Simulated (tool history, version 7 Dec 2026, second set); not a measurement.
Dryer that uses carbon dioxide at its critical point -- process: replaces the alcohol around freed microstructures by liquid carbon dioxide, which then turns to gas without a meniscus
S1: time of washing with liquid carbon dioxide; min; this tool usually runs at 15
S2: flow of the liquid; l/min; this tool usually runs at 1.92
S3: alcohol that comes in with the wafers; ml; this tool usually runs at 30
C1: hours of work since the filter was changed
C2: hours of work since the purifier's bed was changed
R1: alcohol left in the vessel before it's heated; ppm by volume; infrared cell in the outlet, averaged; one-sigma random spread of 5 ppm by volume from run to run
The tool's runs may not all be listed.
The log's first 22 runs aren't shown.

| run | hour | S1 | S2 | S3 | C1 | C2 | R1 |
|---|---|---|---|---|---|---|---|
| 23 | 238.4 | 15 | 1.92 | 53 | 148 | 396 | 110 |
| 24 | 246.7 | 20 | 2.93 | 30 | 153 | 401 | 89 |
| 25 | 260.8 | 20 | 2.93 | 30 | 161 | 410 | 90 |
| 26 | 267.2 | 15 | 1.97 | 30 | 165 | 413 | 105 |
| 27 | 275.4 | 15 | 2.12 | 53 | 170 | 418 | 108 |
| 28 | 281.3 | 15 | 1.73 | 89 | 173 | 422 | 171 |
| 29 | 288.6 | 15 | 1.29 | 89 | 178 | 426 | 418 |
| 30 | 296.3 | 15 | 1.28 | 47 | 182 | 431 | 269 |

Consider 4 possible next runs. They are alternatives, not a sequence: every one starts from the tool as it was left by run 30. What does each give?
| A | 307.0 | 15 | 1.63 | 22 | 189 | 437 | ? |
| B | 307.0 | 9 | 1.28 | 38 | 189 | 437 | ? |
| C | 307.0 | 15 | 1.32 | 71 | 189 | 437 | ? |
| D | 307.0 | 15 | 1.65 | 37 | 189 | 437 | ? |

| run | R1 |
|---|---|
| A | 123 |
| B | 884 |
| C | 336 |
| D | 145 |
Without the tool's hidden state the same runs would have given:
| run | R1 |
|---|---|
| A | 23 |
| B | 604 |
| C | 152 |
| D | 31 |
